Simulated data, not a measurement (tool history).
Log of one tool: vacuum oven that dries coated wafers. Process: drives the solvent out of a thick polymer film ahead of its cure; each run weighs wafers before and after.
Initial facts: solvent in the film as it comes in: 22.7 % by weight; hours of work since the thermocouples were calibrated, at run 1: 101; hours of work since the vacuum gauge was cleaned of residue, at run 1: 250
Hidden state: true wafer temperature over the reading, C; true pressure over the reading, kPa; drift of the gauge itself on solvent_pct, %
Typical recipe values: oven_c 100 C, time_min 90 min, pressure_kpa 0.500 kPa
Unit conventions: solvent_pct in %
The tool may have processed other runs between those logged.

run,hour,oven_c,time_min,pressure_kpa,hours of work since the thermocouples were calibrated,hours of work since the vacuum gauge was cleaned of residue,solvent_pct
1,0.0,100,90,0.500,101,250,4.98
2,13.5,100,90,0.500,108,257,4.91
3,31.2,100,90,0.500,118,266,4.96
4,47.8,100,90,0.500,126,275,5.02
5,63.0,100,69,0.500,134,283,6.75
6,77.6,100,69,0.500,142,291,6.68
7,96.2,112,112,0.482,152,301,1.21
# hour 99.0: vacuum gauge cleaned of residue and calibrated
8,115.0,112,112,0.482,161,8,1.31
9,131.3,90,94,1.259,169,17,7.84
10,140.6,89,53,0.446,174,22,11.44

Alternative continuations, all from the tool just after run 10; predict every row:
A,158.5,101,53,0.446,184,31,?
B,158.5,96,97,0.936,184,31,?
C,158.5,89,53,0.446,184,31,?

run,solvent_pct
A,8.05
B,5.77
C,11.53
The same runs, with their run-to-run variation unchanged, on a tool lacking any hidden condition would have given:
run,solvent_pct
A,8.18
B,5.89
C,11.63
